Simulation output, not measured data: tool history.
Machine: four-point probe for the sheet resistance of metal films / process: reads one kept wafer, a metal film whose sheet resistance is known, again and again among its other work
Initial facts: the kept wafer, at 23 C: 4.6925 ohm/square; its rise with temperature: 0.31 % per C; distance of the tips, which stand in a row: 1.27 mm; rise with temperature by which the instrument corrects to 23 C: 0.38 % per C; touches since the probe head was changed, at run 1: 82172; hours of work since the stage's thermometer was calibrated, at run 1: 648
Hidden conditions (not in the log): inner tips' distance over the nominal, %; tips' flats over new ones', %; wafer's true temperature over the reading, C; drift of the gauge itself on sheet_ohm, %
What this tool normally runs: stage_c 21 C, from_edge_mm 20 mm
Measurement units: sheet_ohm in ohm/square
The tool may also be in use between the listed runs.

| run | hour | stage_c | from_edge_mm | touches since the probe head was changed | hours of work since the stage's thermometer was calibrated | sheet_ohm |
|---|---|---|---|---|---|---|
| 1 | 0 | 21 | 20 | 82172 | 648 | 4.708619 |
| 2 | 66 | 21 | 20 | 83604 | 681 | 4.70899 |
| 3 | 196.5 | 21 | 20 | 86433 | 747 | 4.709997 |
| 4 | 260.6 | 21 | 17 | 87825 | 779 | 4.71205 |
| 5 | 373.8 | 21 | 17 | 90280 | 836 | 4.713041 |
| 6 | 447.8 | 21 | 17 | 91885 | 873 | 4.712755 |
| 7 | 563.7 | 21 | 17 | 94398 | 932 | 4.712024 |
| 8 | 686.9 | 21 | 20 | 97069 | 994 | 4.708234 |
| 9 | 810.9 | 21 | 20 | 99759 | 1056 | 4.709421 |
| 10 | 870.5 | 21 | 20 | 101050 | 1086 | 4.709623 |
| 11 | 940.7 | 21 | 8 | 102573 | 1122 | 4.762094 |
| 12 | 1055 | 21 | 8 | 105053 | 1179 | 4.761448 |
| 13 | 1187.7 | 21 | 20 | 107929 | 1246 | 4.709081 |
| 14 | 1320.2 | 19 | 9 | 110803 | 1313 | 4.756855 |
| 15 | 1435.4 | 21 | 42 | 113302 | 1371 | 4.700144 |
| 16 | 1532.2 | 34 | 60 | 115401 | 1419 | 4.65991 |
| 17 | 1591 | 34 | 7 | 116676 | 1449 | 4.74055 |
| 18 | 1654 | 34 | 7 | 118043 | 1481 | 4.739697 |
| 19 | 1723.9 | 22 | 24 | 119558 | 1516 | 4.701322 |
| 20 | 1843.3 | 33 | 6 | 122147 | 1576 | 4.771441 |
| 21 | 1974.6 | 19 | 14 | 124996 | 1642 | 4.725613 |
| 22 | 2109.4 | 35 | 20 | 127919 | 1710 | 4.66545 |
| 23 | 2225.7 | 22 | 6 | 130440 | 1769 | 4.807174 |
| 24 | 2353.4 | 26 | 43 | 133211 | 1833 | 4.68551 |
| 25 | 2465.5 | 22 | 22 | 135640 | 1889 | 4.705014 |
| 26 | 2553.1 | 22 | 22 | 137541 | 1934 | 4.704226 |

4 options for the next run, each taken on its own from the tool as it stands now. Forecast them:
| A | 2691.4 | 25 | 22 | 140539 | 2003 | ? |
| B | 2691.4 | 19 | 21 | 140539 | 2003 | ? |
| C | 2691.4 | 26 | 12 | 140539 | 2003 | ? |
| D | 2691.4 | 31 | 22 | 140539 | 2003 | ? |

| run | sheet_ohm |
|---|---|
| A | 4.694701 |
| B | 4.715322 |
| C | 4.710449 |
| D | 4.676427 |
With no hidden state in the tool, these same runs would have given:
| run | sheet_ohm |
|---|---|
| A | 4.69476 |
| B | 4.715378 |
| C | 4.710509 |
| D | 4.676489 |
